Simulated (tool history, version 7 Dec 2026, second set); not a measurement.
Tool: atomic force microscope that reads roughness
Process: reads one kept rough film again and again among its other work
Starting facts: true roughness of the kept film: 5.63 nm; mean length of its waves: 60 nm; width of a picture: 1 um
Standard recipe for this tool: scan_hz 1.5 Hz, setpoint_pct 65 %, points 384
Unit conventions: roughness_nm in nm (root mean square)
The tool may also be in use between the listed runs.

Run 1, day 0: usual settings. Result: roughness_nm 5.033 nm (root mean square).
Run 2, day 0.262: usual settings but setpoint_pct 87 %. Result: roughness_nm 4.731 nm (root mean square).
Run 3, day 0.575: usual settings but setpoint_pct 87 %. Result: roughness_nm 4.713 nm (root mean square).
Run 4, day 0.808: usual settings but setpoint_pct 87 %. Result: roughness_nm 4.65 nm (root mean square).
Run 5, day 1.154: usual settings but scan_hz 0.59 Hz. Result: roughness_nm 4.978 nm (root mean square).
Run 6, day 1.338: usual settings but scan_hz 0.92 Hz. Result: roughness_nm 4.895 nm (root mean square).
Run 7, day 1.504: usual settings. Result: roughness_nm 4.827 nm (root mean square).
Run 8, day 1.675: usual settings but points 922. Result: roughness_nm 4.846 nm (root mean square).
Run 9, day 1.988: usual settings but points 922. Result: roughness_nm 4.811 nm (root mean square).
Run 10, day 2.35: usual settings but points 922. Result: roughness_nm 4.804 nm (root mean square).
Run 11, day 2.517: usual settings but points 922. Result: roughness_nm 4.759 nm (root mean square).
Run 12, day 2.692: usual settings but points 922. Result: roughness_nm 4.747 nm (root mean square).
Run 13, day 2.946: usual settings but points 922. Result: roughness_nm 4.747 nm (root mean square).
Run 14, day 3.258: usual settings but points 922. Result: roughness_nm 4.712 nm (root mean square).
Run 15, day 3.562: usual settings but points 922. Result: roughness_nm 4.682 nm (root mean square).
Run 16, day 3.904: usual settings but scan_hz 0.73 Hz. Result: roughness_nm 4.709 nm (root mean square).
Run 17, day 4.133: usual settings but scan_hz 3 Hz, setpoint_pct 76 %, points 669. Result: roughness_nm 4.321 nm (root mean square).
At day 4.196: height scale calibrated on a step standard.
Run 18, day 4.529: usual settings but scan_hz 3 Hz, setpoint_pct 76 %, points 669. Result: roughness_nm 4.317 nm (root mean square).
Run 19, day 4.842: usual settings but scan_hz 3.39 Hz, points 612. Result: roughness_nm 4.442 nm (root mean square).
Run 20, day 5.162: usual settings but scan_hz 3.39 Hz, setpoint_pct 59 %, points 576. Result: roughness_nm 4.473 nm (root mean square).
Run 21, day 5.325: usual settings but scan_hz 3.87 Hz, setpoint_pct 61 %, points 361. Result: roughness_nm 4.405 nm (root mean square).
At day 5.621: height scale calibrated on a step standard, once more.
Run 22, day 5.708: usual settings but scan_hz 3.87 Hz, setpoint_pct 61 %, points 361. Result: roughness_nm 4.351 nm (root mean square).
Run 23, day 5.921: usual settings but scan_hz 3.87 Hz, setpoint_pct 61 %, points 361. Result: roughness_nm 4.376 nm (root mean square).
Run 24, day 6.158: usual settings but scan_hz 1.06 Hz, setpoint_pct 61 %, points 995. Result: roughness_nm 4.509 nm (root mean square).
Run 25, day 6.325: usual settings but scan_hz 1.22 Hz, setpoint_pct 61 %, points 601. Result: roughness_nm 4.438 nm (root mean square).
Run 26, day 6.592: usual settings but scan_hz 1.22 Hz, setpoint_pct 61 %, points 601. Result: roughness_nm 4.447 nm (root mean square).
At day 6.933: new tip fitted.
Run 27, day 6.975: usual settings but scan_hz 1.28 Hz, setpoint_pct 90 %. Result: roughness_nm 4.917 nm (root mean square).
Run 28, day 7.308: usual settings but scan_hz 3.68 Hz, setpoint_pct 63 %, points 282. Result: roughness_nm 4.955 nm (root mean square).
Run 29, day 7.475: usual settings but scan_hz 1.94 Hz, setpoint_pct 60 %. Result: roughness_nm 5.09 nm (root mean square).
Run 30, day 7.692: usual settings but scan_hz 1.97 Hz, setpoint_pct 85 %, points 572. Result: roughness_nm 4.783 nm (root mean square).
Run 31, day 7.888: usual settings but scan_hz 1.97 Hz, setpoint_pct 63 %, points 572. Result: roughness_nm 5.028 nm (root mean square).
Run 32, day 8.062: usual settings but setpoint_pct 56 %, points 479. Result: roughness_nm 5.101 nm (root mean square).

Consider 4 possible next runs. They are alternatives, not a sequence: every one starts from the tool as it was left by run 32. What does each give?
Run A, day 8.342: usual settings but scan_hz 2.13 Hz, setpoint_pct 56 %, points 479. Result: roughness_nm ?.
Run B, day 8.342: usual settings but scan_hz 2.95 Hz, setpoint_pct 78 %, points 654. Result: roughness_nm ?.
Run C, day 8.342: usual settings but scan_hz 2.46 Hz, setpoint_pct 57 %, points 260. Result: roughness_nm ?.
Run D, day 8.342: usual settings but points 460. Result: roughness_nm ?.

run  roughness_nm
  A         5.062
  B         4.667
  C         4.985
  D         5.026
With no hidden state in the tool, these same runs would have given:
run  roughness_nm
  A         5.223
  B         4.816
  C         5.144
  D         5.187
